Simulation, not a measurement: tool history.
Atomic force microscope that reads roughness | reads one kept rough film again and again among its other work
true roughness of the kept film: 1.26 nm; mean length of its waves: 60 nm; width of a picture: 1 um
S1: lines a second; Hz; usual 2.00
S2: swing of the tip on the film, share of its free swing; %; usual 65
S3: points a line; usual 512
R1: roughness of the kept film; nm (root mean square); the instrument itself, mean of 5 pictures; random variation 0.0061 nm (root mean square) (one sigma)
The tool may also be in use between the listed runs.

{"run": 1, "hour": 0.0, "S1": 2.0, "S2": 65, "S3": 512, "R1": 1.142}
{"run": 2, "hour": 30.4, "S1": 2.0, "S2": 65, "S3": 512, "R1": 1.13}
{"run": 3, "hour": 65.0, "S1": 2.0, "S2": 65, "S3": 512, "R1": 1.127}
{"run": 4, "hour": 98.7, "S1": 2.0, "S2": 65, "S3": 512, "R1": 1.125}
{"hour": 104.2, "done": "new tip fitted"}
{"run": 5, "hour": 132.2, "S1": 2.0, "S2": 65, "S3": 512, "R1": 1.134}
{"run": 6, "hour": 157.2, "S1": 2.0, "S2": 65, "S3": 512, "R1": 1.125}
{"run": 7, "hour": 208.7, "S1": 2.0, "S2": 65, "S3": 512, "R1": 1.113}
{"hour": 234.7, "done": "new tip fitted"}
{"run": 8, "hour": 265.3, "S1": 2.0, "S2": 65, "S3": 512, "R1": 1.137}
{"run": 9, "hour": 309.7, "S1": 2.0, "S2": 65, "S3": 512, "R1": 1.124}
{"run": 10, "hour": 336.1, "S1": 2.0, "S2": 58, "S3": 512, "R1": 1.153}
{"hour": 362.5, "done": "new tip fitted"}
{"run": 11, "hour": 362.5, "S1": 2.0, "S2": 65, "S3": 283, "R1": 1.14}
{"run": 12, "hour": 399.5, "S1": 2.0, "S2": 65, "S3": 283, "R1": 1.142}
{"run": 13, "hour": 446.9, "S1": 2.0, "S2": 65, "S3": 283, "R1": 1.138}
{"run": 14, "hour": 472.0, "S1": 2.0, "S2": 65, "S3": 283, "R1": 1.117}
{"hour": 488.8, "done": "new tip fitted"}
{"run": 15, "hour": 526.9, "S1": 1.06, "S2": 65, "S3": 283, "R1": 1.166}
{"run": 16, "hour": 564.6, "S1": 2.0, "S2": 65, "S3": 348, "R1": 1.117}
{"run": 17, "hour": 609.2, "S1": 2.0, "S2": 65, "S3": 348, "R1": 1.12}
{"hour": 615.2, "done": "new tip fitted"}
{"run": 18, "hour": 646.0, "S1": 2.0, "S2": 65, "S3": 348, "R1": 1.121}
{"run": 19, "hour": 682.9, "S1": 2.0, "S2": 65, "S3": 348, "R1": 1.117}
{"run": 20, "hour": 740.8, "S1": 2.0, "S2": 65, "S3": 348, "R1": 1.113}
{"hour": 745.0, "done": "new tip fitted"}
{"run": 21, "hour": 792.7, "S1": 2.0, "S2": 65, "S3": 400, "R1": 1.13}
{"run": 22, "hour": 839.8, "S1": 2.0, "S2": 65, "S3": 400, "R1": 1.116}
{"hour": 874.1, "done": "new tip fitted"}
{"run": 23, "hour": 882.0, "S1": 2.0, "S2": 65, "S3": 400, "R1": 1.133}
{"run": 24, "hour": 917.6, "S1": 2.0, "S2": 65, "S3": 400, "R1": 1.124}
{"run": 25, "hour": 942.3, "S1": 2.0, "S2": 65, "S3": 400, "R1": 1.125}
{"run": 26, "hour": 987.2, "S1": 2.0, "S2": 65, "S3": 400, "R1": 1.113}
{"hour": 1002.5, "done": "new tip fitted"}
{"run": 27, "hour": 1025.4, "S1": 2.0, "S2": 65, "S3": 400, "R1": 1.128}
{"run": 28, "hour": 1069.9, "S1": 2.0, "S2": 65, "S3": 400, "R1": 1.127}
{"run": 29, "hour": 1104.7, "S1": 2.27, "S2": 66, "S3": 1007, "R1": 1.105}
{"hour": 1130.2, "done": "new tip fitted"}
{"run": 30, "hour": 1141.7, "S1": 0.77, "S2": 84, "S3": 547, "R1": 1.122}
{"run": 31, "hour": 1199.1, "S1": 2.12, "S2": 78, "S3": 471, "R1": 1.034}
{"run": 32, "hour": 1241.9, "S1": 2.66, "S2": 69, "S3": 860, "R1": 1.071}
{"hour": 1256.4, "done": "new tip fitted"}
{"run": 33, "hour": 1280.1, "S1": 2.59, "S2": 88, "S3": 860, "R1": 0.915}
{"run": 34, "hour": 1320.8, "S1": 0.52, "S2": 66, "S3": 512, "R1": 1.174}
{"run": 35, "hour": 1345.5, "S1": 0.52, "S2": 66, "S3": 512, "R1": 1.17}
{"hour": 1384.9, "done": "new tip fitted"}
{"run": 36, "hour": 1388.4, "S1": 2.0, "S2": 82, "S3": 518, "R1": 1.03}
{"run": 37, "hour": 1439.0, "S1": 2.0, "S2": 82, "S3": 518, "R1": 1.019}
{"run": 38, "hour": 1477.0, "S1": 2.0, "S2": 82, "S3": 518, "R1": 1.015}
{"hour": 1511.7, "done": "new tip fitted"}
{"run": 39, "hour": 1522.2, "S1": 0.68, "S2": 87, "S3": 719, "R1": 1.123}
{"run": 40, "hour": 1549.9, "S1": 0.85, "S2": 58, "S3": 329, "R1": 1.195}
{"hour": 1593.9, "done": "height scale calibrated on a step standard"}
{"run": 41, "hour": 1607.1, "S1": 2.5, "S2": 87, "S3": 512, "R1": 0.955}
{"run": 42, "hour": 1631.2, "S1": 1.38, "S2": 80, "S3": 514, "R1": 1.096}
{"hour": 1639.1, "done": "new tip fitted"}
{"run": 43, "hour": 1675.3, "S1": 1.38, "S2": 80, "S3": 514, "R1": 1.109}
{"run": 44, "hour": 1702.9, "S1": 0.86, "S2": 84, "S3": 447, "R1": 1.135}
{"run": 45, "hour": 1730.3, "S1": 3.97, "S2": 57, "S3": 331, "R1": 1.127}
{"run": 46, "hour": 1763.4, "S1": 3.97, "S2": 57, "S3": 331, "R1": 1.131}
{"hour": 1767.9, "done": "new tip fitted"}
{"run": 47, "hour": 1801.8, "S1": 3.97, "S2": 57, "S3": 331, "R1": 1.138}
{"run": 48, "hour": 1858.5, "S1": 2.74, "S2": 65, "S3": 801, "R1": 1.111}
{"run": 49, "hour": 1883.8, "S1": 2.74, "S2": 65, "S3": 801, "R1": 1.1}
{"hour": 1895.0, "done": "new tip fitted"}
{"run": 50, "hour": 1912.8, "S1": 2.74, "S2": 65, "S3": 801, "R1": 1.127}
{"run": 51, "hour": 1953.8, "S1": 2.74, "S2": 65, "S3": 801, "R1": 1.115}
{"run": 52, "hour": 2003.6, "S1": 1.57, "S2": 65, "S3": 1007, "R1": 1.158}
{"hour": 2021.5, "done": "new tip fitted"}
{"run": 53, "hour": 2062.0, "S1": 1.57, "S2": 65, "S3": 1007, "R1": 1.176}

3 ways to go on from here, each from the tool as it stands after run 53. What would each give?
{"run": "A", "hour": 2108.1, "S1": 1.07, "S2": 89, "S3": 904, "R1": "?"}
{"run": "B", "hour": 2108.1, "S1": 0.56, "S2": 60, "S3": 258, "R1": "?"}
{"run": "C", "hour": 2108.1, "S1": 2.9, "S2": 86, "S3": 512, "R1": "?"}

run=A R1=1.077
run=B R1=1.212
run=C R1=0.920
Without the tool's hidden state the same runs would have given:
run=A R1=1.094
run=B R1=1.231
run=C R1=0.935
